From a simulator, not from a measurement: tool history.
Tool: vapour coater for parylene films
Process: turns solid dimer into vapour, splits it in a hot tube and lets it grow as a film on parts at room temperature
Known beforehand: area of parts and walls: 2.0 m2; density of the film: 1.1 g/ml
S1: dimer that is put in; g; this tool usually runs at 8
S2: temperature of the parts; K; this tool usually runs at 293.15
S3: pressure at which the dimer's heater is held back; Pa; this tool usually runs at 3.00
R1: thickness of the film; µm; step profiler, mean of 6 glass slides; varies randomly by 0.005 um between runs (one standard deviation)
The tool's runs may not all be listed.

run 1 day=0.000 | S1=8 S2=293.15 S3=3.00 | R1=2.701
run 2 day=0.746 | S1=8 S2=293.15 S3=2.60 | R1=2.736
run 3 day=1.733 | S1=8 S2=293.15 S3=7.45 | R1=2.519
run 4 day=2.767 | S1=7 S2=293.15 S3=3.00 | R1=2.359
run 5 day=3.258 | S1=7 S2=293.15 S3=3.00 | R1=2.363
run 6 day=4.050 | S1=7 S2=293.15 S3=3.00 | R1=2.363
run 7 day=4.912 | S1=7 S2=293.15 S3=3.00 | R1=2.372
run 8 day=5.554 | S1=8 S2=293.15 S3=3.00 | R1=2.704
run 9 day=6.358 | S1=8 S2=293.15 S3=3.00 | R1=2.712
run 10 day=7.112 | S1=8 S2=293.15 S3=3.17 | R1=2.691
run 11 day=7.612 | S1=8 S2=293.15 S3=3.17 | R1=2.693
-- day=7.954 trap's valve overhauled
run 12 day=8.304 | S1=5 S2=293.15 S3=3.00 | R1=1.697
run 13 day=9.188 | S1=5 S2=293.15 S3=3.00 | R1=1.683
run 14 day=9.967 | S1=5 S2=293.15 S3=3.00 | R1=1.690
run 15 day=10.808 | S1=5 S2=293.15 S3=3.00 | R1=1.687
run 16 day=11.354 | S1=5 S2=293.15 S3=3.00 | R1=1.694
run 17 day=11.867 | S1=8 S2=293.15 S3=7.90 | R1=2.504
run 18 day=12.767 | S1=5 S2=293.15 S3=3.00 | R1=1.693
run 19 day=13.792 | S1=5 S2=293.15 S3=3.00 | R1=1.694
run 20 day=14.504 | S1=5 S2=293.15 S3=3.00 | R1=1.686
run 21 day=15.208 | S1=5 S2=293.15 S3=3.00 | R1=1.692
run 22 day=15.729 | S1=5 S2=293.15 S3=3.00 | R1=1.686
run 23 day=16.562 | S1=5 S2=299.15 S3=3.00 | R1=1.360
run 24 day=17.562 | S1=5 S2=299.15 S3=3.00 | R1=1.357
run 25 day=18.104 | S1=13 S2=289.15 S3=2.68 | R1=5.150
run 26 day=18.908 | S1=12 S2=300.15 S3=5.81 | R1=2.968
run 27 day=19.896 | S1=6 S2=293.15 S3=3.00 | R1=2.030
run 28 day=20.608 | S1=13 S2=289.15 S3=4.36 | R1=4.954
run 29 day=21.512 | S1=4 S2=289.15 S3=7.95 | R1=1.460
run 30 day=22.262 | S1=11 S2=295.15 S3=3.00 | R1=3.459
run 31 day=22.762 | S1=11 S2=295.15 S3=3.00 | R1=3.451
run 32 day=23.571 | S1=11 S2=295.15 S3=3.00 | R1=3.452
-- day=24.042 table's thermometer calibrated
-- day=24.379 trap's valve overhauled
run 33 day=24.488 | S1=11 S2=293.15 S3=3.00 | R1=3.714
run 34 day=25.371 | S1=11 S2=288.15 S3=3.00 | R1=4.481
run 35 day=26.342 | S1=5 S2=288.15 S3=5.92 | R1=1.930
run 36 day=26.817 | S1=5 S2=288.15 S3=5.92 | R1=1.938
run 37 day=27.604 | S1=5 S2=288.15 S3=5.92 | R1=1.935
run 38 day=28.312 | S1=5 S2=288.15 S3=5.92 | R1=1.931
run 39 day=29.250 | S1=5 S2=289.15 S3=5.67 | R1=1.861
run 40 day=30.375 | S1=5 S2=289.15 S3=5.67 | R1=1.870
run 41 day=31.008 | S1=8 S2=293.15 S3=3.00 | R1=2.700

Expected results for the next run?
run 42 day=31.500 | S1=4 S2=300.15 S3=3.00 | R1=?

{"run 42": {"R1": 1.049}}
Take away the tool's hidden state, keep the run-to-run variation as it was, and the same run would have given R1 1.050 µm.
